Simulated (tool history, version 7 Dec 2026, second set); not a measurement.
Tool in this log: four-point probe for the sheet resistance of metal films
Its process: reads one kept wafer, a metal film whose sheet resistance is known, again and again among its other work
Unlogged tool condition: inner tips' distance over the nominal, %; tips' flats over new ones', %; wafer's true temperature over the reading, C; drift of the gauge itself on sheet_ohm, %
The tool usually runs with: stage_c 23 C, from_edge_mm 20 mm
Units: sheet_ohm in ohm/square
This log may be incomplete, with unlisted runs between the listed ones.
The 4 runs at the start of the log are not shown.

run,hour,stage_c,from_edge_mm,touches since the probe head was changed,hours of work since the stage's thermometer was calibrated,sheet_ohm
5,155.5,23,20,25065,758,15.037785
6,195.8,23,20,25715,788,15.036736
7,241.6,23,20,26454,822,15.03565
8,265.2,23,20,26835,840,15.039728
9,303.3,23,20,27451,868,15.039357
10,355.1,23,20,28287,907,15.038661
11,398.8,23,20,28991,940,15.038877
12,428.1,23,20,29464,962,15.033388
13,475,23,20,30222,997,15.029388
14,523.4,23,20,31003,1033,15.035873
15,546.7,23,40,31379,1050,15.007762
16,588.1,23,40,32047,1081,15.011308
17,640.2,28,20,32887,1120,15.059282
18,690.5,28,20,33699,1158,15.060509
19,714.4,28,20,34086,1176,15.05989
20,767,28,20,34935,1215,15.061368
21,811,28,20,35645,1248,15.060147
22,844.1,23,20,36180,1273,15.033145

Forecast run 23:
23,883.5,20,35,36815,1303,?

sheet_ohm: 14.990016 ohm/square
Had the tool carried no hidden state, the very same run would have given sheet_ohm 15.036952 ohm/square.
